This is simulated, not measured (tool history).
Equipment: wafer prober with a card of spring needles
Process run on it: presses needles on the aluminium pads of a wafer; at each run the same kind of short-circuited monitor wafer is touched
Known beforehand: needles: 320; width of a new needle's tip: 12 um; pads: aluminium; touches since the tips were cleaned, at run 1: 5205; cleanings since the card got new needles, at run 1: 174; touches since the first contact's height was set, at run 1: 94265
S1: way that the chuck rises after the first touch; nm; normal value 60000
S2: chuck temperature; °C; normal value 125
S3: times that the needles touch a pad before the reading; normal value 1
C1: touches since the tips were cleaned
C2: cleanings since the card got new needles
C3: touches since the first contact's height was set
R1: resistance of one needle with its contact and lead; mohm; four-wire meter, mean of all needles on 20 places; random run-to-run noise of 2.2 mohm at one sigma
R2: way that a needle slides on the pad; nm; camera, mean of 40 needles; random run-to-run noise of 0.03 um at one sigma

run	hour	S1	S2	S3	C1	C2	C3	R1	R2
1	0	60000	125	1	5205	174	94265	429	14250
# hour 3.5: tips cleaned on abrasive film
# hour 19.9: tips cleaned on abrasive film
# hour 36.8: tips cleaned on abrasive film
2	44.3	60000	125	1	3161	177	112793	364	14230
# hour 51.1: tips cleaned on abrasive film
# hour 63.1: card fitted with new needles
# hour 79.6: tips cleaned on abrasive film
# hour 96.4: tips cleaned on abrasive film
3	101.7	60000	125	2	2255	2	16209	284	14580
# hour 111.9: tips cleaned on abrasive film
# hour 125.4: tips cleaned on abrasive film
4	137.8	60000	125	2	5226	4	31331	299	14510
# hour 140.9: tips cleaned on abrasive film
# hour 154.4: tips cleaned on abrasive film
# hour 171: tips cleaned on abrasive film
# hour 185.8: tips cleaned on abrasive film
5	185.8	60000	125	2	0	8	51374	253	14430
# hour 202.5: tips cleaned on abrasive film
# hour 218.5: tips cleaned on abrasive film
6	224.7	60000	125	2	2613	10	67691	291	14360
# hour 234.8: tips cleaned on abrasive film
# hour 251.1: tips cleaned on abrasive film
7	255.8	60000	125	1	1996	12	80727	299	14320
# hour 265.5: tips cleaned on abrasive film
# hour 282: tips cleaned on abrasive film
# hour 298.9: tips cleaned on abrasive film
8	308.7	60000	125	1	4117	15	102884	331	14260
# hour 315.5: tips cleaned on abrasive film
# hour 332.3: tips cleaned on abrasive film
# hour 345.8: tips cleaned on abrasive film
# hour 361.2: tips cleaned on abrasive film
9	361.2	60000	125	1	0	19	124846	260	14160
# hour 378: tips cleaned on abrasive film
# hour 394.7: tips cleaned on abrasive film
10	399.9	60000	125	1	2182	21	141094	304	14100
# hour 409.7: tips cleaned on abrasive film
# hour 416.8: height of the first contact set anew
# hour 426.7: tips cleaned on abrasive film
# hour 443.3: tips cleaned on abrasive film
11	456.2	53000	125	1	5436	24	16539	378	12260
# hour 459.7: tips cleaned on abrasive film
# hour 476.5: tips cleaned on abrasive film
# hour 492.9: tips cleaned on abrasive film
# hour 507.3: tips cleaned on abrasive film
12	507.3	60000	125	1	0	28	37906	256	13800
# hour 520.8: tips cleaned on abrasive film
# hour 537.7: tips cleaned on abrasive film
# hour 554.5: tips cleaned on abrasive film
13	560.3	60000	125	1	2421	31	60119	316	13740
# hour 570.5: tips cleaned on abrasive film
# hour 586.8: tips cleaned on abrasive film
# hour 603.6: tips cleaned on abrasive film
14	606.8	79000	125	1	1361	34	79605	278	18320
# hour 620.1: tips cleaned on abrasive film
# hour 636.8: tips cleaned on abrasive film
15	641.3	43000	121	1	1901	36	94055	381	9450
# hour 651.5: tips cleaned on abrasive film
# hour 668.2: tips cleaned on abrasive film
# hour 673.2: height of the first contact set anew, once more
16	673.2	62000	59	2	2002	38	0	267	15110
# hour 683.4: tips cleaned on abrasive film
# hour 700.2: tips cleaned on abrasive film
17	708.6	62000	59	2	3549	40	14812	283	15000
# hour 715.4: tips cleaned on abrasive film
# hour 728.9: tips cleaned on abrasive film
# hour 745.4: tips cleaned on abrasive film
# hour 761.7: tips cleaned on abrasive film
# hour 775.2: tips cleaned on abrasive film
18	777.2	60000	125	1	835	45	43526	286	14460
# hour 790.3: tips cleaned on abrasive film
# hour 806.9: tips cleaned on abrasive film
19	806.9	73000	35	2	0	47	55936	231	17550
# hour 820.4: tips cleaned on abrasive film
# hour 837.2: tips cleaned on abrasive film
20	842.1	71000	114	2	2038	49	70697	271	17050
# hour 851.9: tips cleaned on abrasive film
# hour 868.8: tips cleaned on abrasive film
21	878.3	40000	99	2	4002	51	85866	376	9420
# hour 884.6: tips cleaned on abrasive film
# hour 900.7: tips cleaned on abrasive film
22	912.2	60000	36	1	4839	53	100082	354	14200
# hour 915.7: tips cleaned on abrasive film
# hour 932.2: tips cleaned on abrasive film
# hour 949.1: tips cleaned on abrasive film
# hour 966: tips cleaned on abrasive film
# hour 982.8: tips cleaned on abrasive film
23	983	55000	26	2	87	58	129731	240	12920
# hour 996.3: tips cleaned on abrasive film
# hour 1012.4: tips cleaned on abrasive film
24	1014.4	55000	26	2	864	60	142869	259	12810
# hour 1024.8: height of the first contact set anew
# hour 1028.2: tips cleaned on abrasive film
# hour 1044.6: tips cleaned on abrasive film
25	1044.6	55000	26	2	0	62	8289	238	13380
# hour 1058.2: tips cleaned on abrasive film
# hour 1075: tips cleaned on abrasive film
26	1082.7	55000	26	2	3248	64	24261	302	13320
# hour 1089.1: tips cleaned on abrasive film
# hour 1105.9: tips cleaned on abrasive film
# hour 1122.8: tips cleaned on abrasive film
# hour 1136.3: tips cleaned on abrasive film
27	1136.5	55000	26	2	76	68	46760	237	13220

Consider 5 possible next runs. They are alternatives, not a sequence: every one starts from the tool as it was left by run 27. What does each give?
# hour 1150: tips cleaned on abrasive film
# hour 1166.9: tips cleaned on abrasive film
# hour 1183.8: tips cleaned on abrasive film
A	1195	50000	43	1	4738	71	71286	?	?
# hour 1150: tips cleaned on abrasive film
# hour 1166.9: tips cleaned on abrasive film
# hour 1183.8: tips cleaned on abrasive film
B	1195	61000	68	1	4738	71	71286	?	?
# hour 1150: tips cleaned on abrasive film
# hour 1166.9: tips cleaned on abrasive film
# hour 1183.8: tips cleaned on abrasive film
C	1195	55000	26	2	4738	71	71286	?	?
# hour 1150: tips cleaned on abrasive film
# hour 1166.9: tips cleaned on abrasive film
# hour 1183.8: tips cleaned on abrasive film
D	1195	60000	125	3	4738	71	71286	?	?
# hour 1150: tips cleaned on abrasive film
# hour 1166.9: tips cleaned on abrasive film
# hour 1183.8: tips cleaned on abrasive film
E	1195	55000	26	3	4738	71	71286	?	?

run	R1	R2
A	404	11870
B	352	14570
C	317	13130
D	296	14310
E	285	13140
With no hidden state in the tool, these same runs would have given:
run	R1	R2
A	231	12130
B	235	14830
C	226	13390
D	254	14560
E	229	13400

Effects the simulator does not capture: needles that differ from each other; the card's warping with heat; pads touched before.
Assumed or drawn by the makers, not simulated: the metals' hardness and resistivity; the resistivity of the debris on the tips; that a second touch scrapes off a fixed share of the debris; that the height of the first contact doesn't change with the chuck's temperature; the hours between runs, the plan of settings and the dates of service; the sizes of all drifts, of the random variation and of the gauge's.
